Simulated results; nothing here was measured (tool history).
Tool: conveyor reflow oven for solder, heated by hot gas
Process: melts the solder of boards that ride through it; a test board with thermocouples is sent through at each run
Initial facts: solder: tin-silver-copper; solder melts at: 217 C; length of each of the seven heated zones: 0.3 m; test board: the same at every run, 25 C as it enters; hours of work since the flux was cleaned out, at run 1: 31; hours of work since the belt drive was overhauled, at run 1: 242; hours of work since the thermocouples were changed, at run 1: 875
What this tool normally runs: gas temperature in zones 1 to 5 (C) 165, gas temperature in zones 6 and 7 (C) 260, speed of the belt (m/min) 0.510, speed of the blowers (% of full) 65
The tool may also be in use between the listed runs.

| run | day | gas temperature in zones 1 to 5 (C) | gas temperature in zones 6 and 7 (C) | speed of the belt (m/min) | speed of the blowers (% of full) | hours of work since the flux was cleaned out | hours of work since the belt drive was overhauled | hours of work since the thermocouples were changed | highest temperature of the board (C) | time above the solder's melting point (s) |
|---|---|---|---|---|---|---|---|---|---|---|
| 1 | 0.000 | 165 | 260 | 0.510 | 65 | 31 | 242 | 875 | 248.3 | 48.6 |
|  | 0.283 | thermocouples of zones 6 and 7 changed |
| 2 | 0.400 | 165 | 260 | 0.510 | 65 | 36 | 247 | 2 | 246.7 | 47.3 |
| 3 | 0.567 | 165 | 260 | 0.510 | 65 | 39 | 250 | 5 | 246.7 | 47.2 |
| 4 | 0.908 | 165 | 260 | 0.510 | 65 | 44 | 256 | 10 | 246.4 | 47.7 |
| 5 | 1.229 | 165 | 260 | 0.510 | 65 | 50 | 261 | 16 | 246.6 | 47.1 |
|  | 1.462 | flux residue cleaned out of gas plates and filters |
| 6 | 1.683 | 165 | 261 | 0.510 | 65 | 4 | 265 | 20 | 247.3 | 47.9 |
| 7 | 1.904 | 177 | 261 | 0.510 | 65 | 7 | 269 | 23 | 249.1 | 52.9 |
| 8 | 2.062 | 165 | 260 | 0.510 | 65 | 10 | 271 | 26 | 246.2 | 47.3 |
| 9 | 2.417 | 165 | 260 | 0.510 | 78 | 16 | 277 | 32 | 249.3 | 50.2 |
| 10 | 2.625 | 154 | 264 | 0.571 | 53 | 19 | 280 | 35 | 239.7 | 31.7 |
| 11 | 2.850 | 165 | 267 | 0.507 | 71 | 23 | 284 | 39 | 254.4 | 53.1 |
|  | 3.283 | flux residue cleaned out of gas plates and filters, once more |
| 12 | 3.304 | 152 | 267 | 0.577 | 71 | 0 | 288 | 43 | 249.3 | 39.8 |
| 13 | 3.621 | 165 | 267 | 0.510 | 65 | 6 | 293 | 48 | 253.5 | 52.0 |
| 14 | 3.962 | 165 | 267 | 0.510 | 65 | 11 | 299 | 54 | 253.3 | 52.2 |
| 15 | 4.121 | 165 | 254 | 0.486 | 60 | 14 | 302 | 56 | 241.4 | 45.5 |
| 16 | 4.317 | 165 | 260 | 0.514 | 78 | 17 | 305 | 60 | 249.5 | 50.5 |
| 17 | 4.542 | 165 | 260 | 0.514 | 78 | 21 | 309 | 63 | 249.6 | 50.4 |
| 18 | 4.904 | 165 | 266 | 0.510 | 65 | 27 | 315 | 69 | 252.5 | 51.5 |

5 ways to go on from here, each from the tool as it stands after run 18. What would each give?
| A | 5.238 | 165 | 260 | 0.510 | 52 | 32 | 320 | 75 | ? | ? |
| B | 5.238 | 165 | 271 | 0.424 | 79 | 32 | 320 | 75 | ? | ? |
| C | 5.238 | 162 | 260 | 0.510 | 65 | 32 | 320 | 75 | ? | ? |
| D | 5.238 | 165 | 266 | 0.522 | 61 | 32 | 320 | 75 | ? | ? |
| E | 5.238 | 168 | 256 | 0.508 | 65 | 32 | 320 | 75 | ? | ? |

| run | highest temperature of the board (C) | time above the solder's melting point (s) |
|---|---|---|
| A | 243.0 | 43.2 |
| B | 264.3 | 71.9 |
| C | 246.5 | 46.4 |
| D | 250.5 | 48.4 |
| E | 243.7 | 46.6 |
Had the tool no hidden state, the same runs would have come out as:
| run | highest temperature of the board (C) | time above the solder's melting point (s) |
|---|---|---|
| A | 243.2 | 43.0 |
| B | 264.6 | 71.5 |
| C | 246.8 | 46.3 |
| D | 250.8 | 48.2 |
| E | 244.0 | 46.5 |

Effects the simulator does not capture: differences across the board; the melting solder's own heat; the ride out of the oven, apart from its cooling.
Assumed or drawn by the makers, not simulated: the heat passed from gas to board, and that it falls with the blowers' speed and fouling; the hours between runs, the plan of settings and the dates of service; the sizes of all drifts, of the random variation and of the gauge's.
